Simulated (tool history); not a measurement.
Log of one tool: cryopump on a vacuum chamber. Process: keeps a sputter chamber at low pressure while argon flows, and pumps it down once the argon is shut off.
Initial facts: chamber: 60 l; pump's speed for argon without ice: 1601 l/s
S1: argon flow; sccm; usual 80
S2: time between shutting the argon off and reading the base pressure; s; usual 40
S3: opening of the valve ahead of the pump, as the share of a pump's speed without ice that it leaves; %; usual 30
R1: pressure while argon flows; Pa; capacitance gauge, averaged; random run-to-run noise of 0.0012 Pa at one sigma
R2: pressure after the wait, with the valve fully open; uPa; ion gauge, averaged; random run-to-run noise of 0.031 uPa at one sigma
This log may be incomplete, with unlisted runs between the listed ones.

{"run": 1, "hour": 0.0, "S1": 80, "S2": 40, "S3": 30, "R1": 0.3047, "R2": 3.41}
{"run": 2, "hour": 19.6, "S1": 80, "S2": 40, "S3": 16, "R1": 0.5506, "R2": 3.47}
{"run": 3, "hour": 37.5, "S1": 80, "S2": 40, "S3": 24, "R1": 0.3775, "R2": 3.41}
{"run": 4, "hour": 58.3, "S1": 80, "S2": 40, "S3": 24, "R1": 0.3793, "R2": 3.4}
{"run": 5, "hour": 75.4, "S1": 80, "S2": 40, "S3": 24, "R1": 0.3767, "R2": 3.38}
{"run": 6, "hour": 98.5, "S1": 80, "S2": 40, "S3": 41, "R1": 0.232, "R2": 3.59}
{"run": 7, "hour": 125.2, "S1": 51, "S2": 40, "S3": 30, "R1": 0.1977, "R2": 3.58}
{"run": 8, "hour": 137.1, "S1": 51, "S2": 40, "S3": 30, "R1": 0.1996, "R2": 3.52}
{"run": 9, "hour": 148.4, "S1": 51, "S2": 40, "S3": 18, "R1": 0.3168, "R2": 3.64}
{"run": 10, "hour": 172.7, "S1": 51, "S2": 40, "S3": 18, "R1": 0.3172, "R2": 3.64}
{"run": 11, "hour": 189.4, "S1": 96, "S2": 40, "S3": 30, "R1": 0.3757, "R2": 3.73}
{"run": 12, "hour": 213.7, "S1": 96, "S2": 40, "S3": 30, "R1": 0.3768, "R2": 3.71}
{"run": 13, "hour": 234.3, "S1": 114, "S2": 214, "S3": 30, "R1": 0.4488, "R2": 2.59}
{"run": 14, "hour": 259.2, "S1": 114, "S2": 214, "S3": 30, "R1": 0.45, "R2": 2.6}
{"hour": 268.6, "done": "pump warmed up, emptied and cooled again"}
{"run": 15, "hour": 286.1, "S1": 114, "S2": 214, "S3": 30, "R1": 0.4028, "R2": 2.0}

Consider 3 possible next runs. They are alternatives, not a sequence: every one starts from the tool as it was left by run 15. What does each give?
{"run": "A", "hour": 298.0, "S1": 80, "S2": 23, "S3": 30, "R1": "?", "R2": "?"}
{"run": "B", "hour": 298.0, "S1": 77, "S2": 162, "S3": 21, "R1": "?", "R2": "?"}
{"run": "C", "hour": 298.0, "S1": 33, "S2": 72, "S3": 17, "R1": "?", "R2": "?"}

run=A R1=0.2844 R2=4.06
run=B R1=0.3875 R2=2.06
run=C R1=0.2065 R2=2.46
Had the tool no hidden state, the same runs would have come out as:
run=A R1=0.2826 R2=2.52
run=B R1=0.3857 R2=0.52
run=C R1=0.2057 R2=0.91
